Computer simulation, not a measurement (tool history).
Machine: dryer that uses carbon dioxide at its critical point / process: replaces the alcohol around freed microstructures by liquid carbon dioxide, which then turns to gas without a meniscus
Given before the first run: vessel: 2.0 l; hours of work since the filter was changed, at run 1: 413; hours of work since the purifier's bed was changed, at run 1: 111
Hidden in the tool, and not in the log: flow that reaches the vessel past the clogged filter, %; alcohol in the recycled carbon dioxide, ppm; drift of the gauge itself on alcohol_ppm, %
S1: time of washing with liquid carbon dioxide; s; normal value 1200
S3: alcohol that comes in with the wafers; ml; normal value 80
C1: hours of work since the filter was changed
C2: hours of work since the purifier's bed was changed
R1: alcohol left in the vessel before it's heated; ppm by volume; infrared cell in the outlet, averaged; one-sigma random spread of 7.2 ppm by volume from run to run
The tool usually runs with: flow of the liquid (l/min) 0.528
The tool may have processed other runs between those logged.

run 1 day=0 | S1=1200 flow_of_the_liquid_(l/min)=0.528 S3=80 | C1=413 C2=111 | R1=589
run 2 day=0.271 | S1=1200 flow_of_the_liquid_(l/min)=0.528 S3=80 | C1=416 C2=113 | R1=599
run 3 day=0.512 | S1=1200 flow_of_the_liquid_(l/min)=0.528 S3=80 | C1=418 C2=116 | R1=588
run 4 day=0.9 | S1=1200 flow_of_the_liquid_(l/min)=0.528 S3=35 | C1=422 C2=120 | R1=274
run 5 day=1.288 | S1=1200 flow_of_the_liquid_(l/min)=0.528 S3=35 | C1=426 C2=124 | R1=260
run 6 day=1.525 | S1=1200 flow_of_the_liquid_(l/min)=0.701 S3=80 | C1=429 C2=126 | R1=175
run 7 day=1.862 | S1=840 flow_of_the_liquid_(l/min)=0.528 S3=80 | C1=432 C2=130 | R1=2119
run 8 day=2.179 | S1=840 flow_of_the_liquid_(l/min)=0.528 S3=80 | C1=436 C2=133 | R1=2063
run 9 day=2.483 | S1=1200 flow_of_the_liquid_(l/min)=0.528 S3=95 | C1=439 C2=136 | R1=733
run 10 day=2.812 | S1=960 flow_of_the_liquid_(l/min)=0.528 S3=80 | C1=442 C2=140 | R1=1390
run 11 day=3.133 | S1=1200 flow_of_the_liquid_(l/min)=0.528 S3=80 | C1=445 C2=143 | R1=619
run 12 day=3.292 | S1=1200 flow_of_the_liquid_(l/min)=0.329 S3=80 | C1=447 C2=145 | R1=2813
run 13 day=3.621 | S1=1200 flow_of_the_liquid_(l/min)=0.329 S3=80 | C1=451 C2=148 | R1=2753
run 14 day=3.917 | S1=1200 flow_of_the_liquid_(l/min)=0.528 S3=80 | C1=454 C2=151 | R1=622
run 15 day=4.171 | S1=1200 flow_of_the_liquid_(l/min)=0.528 S3=80 | C1=456 C2=154 | R1=615
run 16 day=4.496 | S1=1200 flow_of_the_liquid_(l/min)=0.528 S3=80 | C1=460 C2=157 | R1=632
run 17 day=4.742 | S1=1200 flow_of_the_liquid_(l/min)=0.528 S3=80 | C1=462 C2=160 | R1=626
run 18 day=4.967 | S1=1200 flow_of_the_liquid_(l/min)=0.516 S3=80 | C1=465 C2=162 | R1=683
run 19 day=5.304 | S1=1200 flow_of_the_liquid_(l/min)=0.516 S3=80 | C1=468 C2=166 | R1=693
run 20 day=5.608 | S1=1200 flow_of_the_liquid_(l/min)=0.528 S3=71 | C1=471 C2=169 | R1=568
run 21 day=5.929 | S1=1200 flow_of_the_liquid_(l/min)=0.528 S3=71 | C1=475 C2=172 | R1=559
run 22 day=6.146 | S1=1860 flow_of_the_liquid_(l/min)=0.513 S3=50 | C1=477 C2=175 | R1=68
run 23 day=6.471 | S1=1200 flow_of_the_liquid_(l/min)=0.377 S3=61 | C1=480 C2=178 | R1=1533
run 24 day=6.729 | S1=960 flow_of_the_liquid_(l/min)=0.344 S3=25 | C1=483 C2=181 | R1=1438
run 25 day=6.912 | S1=900 flow_of_the_liquid_(l/min)=0.344 S3=101 | C1=485 C2=183 | R1=6366

Predict the results of run 26:
run 26 day=7.138 | S1=900 flow_of_the_liquid_(l/min)=0.344 S3=101 | C1=487 C2=185 | R1=?

Run 26 yielded R1 6581 ppm by volume.
If the tool had no hidden condition, the same run with the same run-to-run variation would have returned R1 4856 ppm by volume.
